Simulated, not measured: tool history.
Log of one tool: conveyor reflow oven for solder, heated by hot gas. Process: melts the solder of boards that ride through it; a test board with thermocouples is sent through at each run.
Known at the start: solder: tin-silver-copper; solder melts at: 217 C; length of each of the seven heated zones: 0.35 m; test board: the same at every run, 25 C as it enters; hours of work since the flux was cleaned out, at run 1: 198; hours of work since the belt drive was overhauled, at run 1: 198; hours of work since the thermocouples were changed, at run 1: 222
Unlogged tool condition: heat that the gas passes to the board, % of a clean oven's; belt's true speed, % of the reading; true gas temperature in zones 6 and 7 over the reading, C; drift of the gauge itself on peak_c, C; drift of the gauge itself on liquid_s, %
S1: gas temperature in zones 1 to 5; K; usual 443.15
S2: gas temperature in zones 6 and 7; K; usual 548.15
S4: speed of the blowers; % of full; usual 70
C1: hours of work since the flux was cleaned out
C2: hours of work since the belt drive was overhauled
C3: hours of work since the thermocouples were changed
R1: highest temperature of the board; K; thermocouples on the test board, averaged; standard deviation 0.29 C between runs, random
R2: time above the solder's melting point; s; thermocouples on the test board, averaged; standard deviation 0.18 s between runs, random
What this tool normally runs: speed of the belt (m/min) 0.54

run 1 hour=0 | S1=443.15 S2=548.15 speed_of_the_belt_(m/min)=0.54 S4=70 | C1=198 C2=198 C3=222 | R1=529.15 R2=59.6
-- hour=30.2 flux residue cleaned out of gas plates and filters
run 2 hour=40.2 | S1=443.15 S2=548.15 speed_of_the_belt_(m/min)=0.54 S4=70 | C1=5 C2=217 C3=241 | R1=531.35 R2=61.3
run 3 hour=81.3 | S1=443.15 S2=548.15 speed_of_the_belt_(m/min)=0.54 S4=70 | C1=27 C2=238 C3=263 | R1=531.05 R2=61
run 4 hour=118.3 | S1=443.15 S2=548.15 speed_of_the_belt_(m/min)=0.54 S4=70 | C1=47 C2=258 C3=282 | R1=531.35 R2=61.4
run 5 hour=159.5 | S1=443.15 S2=548.15 speed_of_the_belt_(m/min)=0.54 S4=70 | C1=68 C2=280 C3=304 | R1=530.55 R2=60.7
run 6 hour=183.6 | S1=443.15 S2=548.15 speed_of_the_belt_(m/min)=0.54 S4=70 | C1=81 C2=292 C3=317 | R1=530.15 R2=60.8
run 7 hour=203.9 | S1=446.15 S2=544.15 speed_of_the_belt_(m/min)=0.6 S4=55 | C1=92 C2=303 C3=327 | R1=520.35 R2=47
run 8 hour=233.2 | S1=445.15 S2=548.15 speed_of_the_belt_(m/min)=0.602 S4=70 | C1=107 C2=318 C3=343 | R1=526.75 R2=51.8
run 9 hour=264.2 | S1=431.15 S2=548.15 speed_of_the_belt_(m/min)=0.602 S4=80 | C1=123 C2=335 C3=359 | R1=525.95 R2=47.5
run 10 hour=294.5 | S1=431.15 S2=548.15 speed_of_the_belt_(m/min)=0.602 S4=80 | C1=139 C2=351 C3=375 | R1=525.85 R2=47.4
run 11 hour=335.9 | S1=442.15 S2=546.15 speed_of_the_belt_(m/min)=0.532 S4=80 | C1=161 C2=373 C3=397 | R1=529.85 R2=61.2

The logged runs with the hidden state left out (each run's random variation unchanged):
run=1 R1=531.55 R2=61.2
run=2 R1=531.85 R2=61.3
run=3 R1=531.75 R2=61.2
run=4 R1=532.35 R2=61.7
run=5 R1=531.75 R2=61.1
run=6 R1=531.45 R2=61.3
run=7 R1=521.75 R2=47.9
run=8 R1=528.55 R2=52.7
run=9 R1=528.15 R2=48.8
run=10 R1=528.25 R2=48.8
run=11 R1=532.15 R2=62.4
